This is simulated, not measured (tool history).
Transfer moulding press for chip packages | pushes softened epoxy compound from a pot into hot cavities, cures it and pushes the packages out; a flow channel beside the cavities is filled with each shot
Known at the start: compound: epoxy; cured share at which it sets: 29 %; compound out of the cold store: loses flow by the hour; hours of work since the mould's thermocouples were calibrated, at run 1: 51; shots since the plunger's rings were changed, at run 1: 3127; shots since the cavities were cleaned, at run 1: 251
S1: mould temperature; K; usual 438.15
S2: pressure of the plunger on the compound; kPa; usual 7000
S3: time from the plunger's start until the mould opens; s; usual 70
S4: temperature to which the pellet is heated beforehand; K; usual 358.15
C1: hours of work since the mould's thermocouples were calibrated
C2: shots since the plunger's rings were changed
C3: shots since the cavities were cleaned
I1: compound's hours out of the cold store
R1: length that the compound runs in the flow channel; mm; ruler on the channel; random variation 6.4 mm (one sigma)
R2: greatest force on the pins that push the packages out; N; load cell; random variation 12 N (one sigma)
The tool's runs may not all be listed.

| run | hour | S1 | S2 | S3 | S4 | C1 | C2 | C3 | I1 | R1 | R2 |
|---|---|---|---|---|---|---|---|---|---|---|---|
| 1 | 0 | 438.15 | 7000 | 70 | 358.15 | 51 | 3127 | 251 | 44.1 | 669 | 755 |
| 2 | 36.7 | 438.15 | 7000 | 70 | 358.15 | 73 | 3603 | 727 | 29.1 | 725 | 859 |
|  | 49.9 | cavities cleaned with cleaning compound and waxed |
| 3 | 113.4 | 438.15 | 7000 | 70 | 358.15 | 117 | 4577 | 822 | 19.5 | 746 | 893 |
|  | 120.6 | cavities cleaned with cleaning compound and waxed |
| 4 | 182.6 | 438.15 | 7000 | 70 | 358.15 | 157 | 5454 | 803 | 9.3 | 773 | 942 |
|  | 189.8 | cavities cleaned with cleaning compound and waxed |
| 5 | 230.9 | 438.15 | 7000 | 70 | 358.15 | 185 | 6061 | 532 | 16.2 | 756 | 847 |
|  | 261.3 | cavities cleaned with cleaning compound and waxed |
|  | 273 | plunger's sealing rings changed |
| 6 | 279.3 | 438.15 | 7000 | 69 | 358.15 | 211 | 81 | 200 | 11.9 | 822 | 809 |
| 7 | 317.9 | 438.15 | 7000 | 69 | 358.15 | 234 | 582 | 701 | 10.7 | 814 | 935 |
|  | 332.2 | cavities cleaned with cleaning compound and waxed |
| 8 | 353.3 | 434.15 | 7000 | 70 | 358.15 | 254 | 1020 | 272 | 23 | 777 | 1025 |
|  | 402.1 | cavities cleaned with cleaning compound and waxed |
| 9 | 426.8 | 434.15 | 7000 | 70 | 358.15 | 296 | 1953 | 320 | 22.2 | 772 | 1098 |
|  | 472 | cavities cleaned with cleaning compound and waxed |
| 10 | 501.5 | 434.15 | 7000 | 70 | 358.15 | 340 | 2902 | 382 | 31.6 | 718 | 1118 |
|  | 546.9 | cavities cleaned with cleaning compound and waxed |
| 11 | 574.5 | 438.15 | 7380 | 101 | 358.15 | 382 | 3827 | 356 | 39.3 | 701 | 493 |
|  | 594.3 | mould's thermocouples calibrated |
|  | 618.1 | cavities cleaned with cleaning compound and waxed |
| 12 | 633.7 | 438.15 | 7380 | 101 | 358.15 | 22 | 4549 | 201 | 15.8 | 790 | 478 |
|  | 689.9 | cavities cleaned with cleaning compound and waxed |
| 13 | 689.9 | 446.15 | 8740 | 101 | 358.15 | 55 | 5258 | 0 | 24.9 | 784 | 387 |
| 14 | 729.2 | 438.15 | 7000 | 70 | 353.15 | 78 | 5768 | 510 | 34.6 | 679 | 803 |
|  | 761.6 | cavities cleaned with cleaning compound and waxed |
|  | 791.9 | plunger's sealing rings changed |
| 15 | 799.4 | 438.15 | 7000 | 70 | 353.15 | 117 | 97 | 457 | 14.3 | 801 | 847 |
|  | 835.7 | cavities cleaned with cleaning compound and waxed |
| 16 | 837 | 438.15 | 7000 | 58 | 351.15 | 138 | 565 | 16 | 20.4 | 773 | 1060 |
| 17 | 879.4 | 438.15 | 7000 | 58 | 351.15 | 163 | 1115 | 566 | 10.1 | 818 | 1449 |
|  | 907.4 | cavities cleaned with cleaning compound and waxed |
| 18 | 947.1 | 441.15 | 8170 | 70 | 360.15 | 203 | 1972 | 515 | 34.2 | 753 | 670 |
|  | 980.9 | cavities cleaned with cleaning compound and waxed |
| 19 | 1003.5 | 441.15 | 8170 | 70 | 360.15 | 235 | 2683 | 293 | 11.8 | 840 | 663 |

Hidden state or all else? Some run-to-run changes of R1, split into what the settings, what came in and random variation would give without the hidden state, and what is left for the hidden state (with any gauge scatter that isn't in both results):
The hidden state here: true mould temperature over the reading, C; pressure that reaches the compound, % of what is set; grip of the stained cavities, % over clean ones'; drift of the gauge itself on flow_mm, %; drift of the gauge itself on push_out_n, %.
Run 5 -> 6: S3 70 -> 69, cavities cleaned with cleaning compound and waxed, plunger's sealing rings changed. R1 +66 mm: hidden state +48, all else +18.
Run 14 -> 15: cavities cleaned with cleaning compound and waxed, plunger's sealing rings changed. R1 +122 mm: hidden state +40, all else +82.
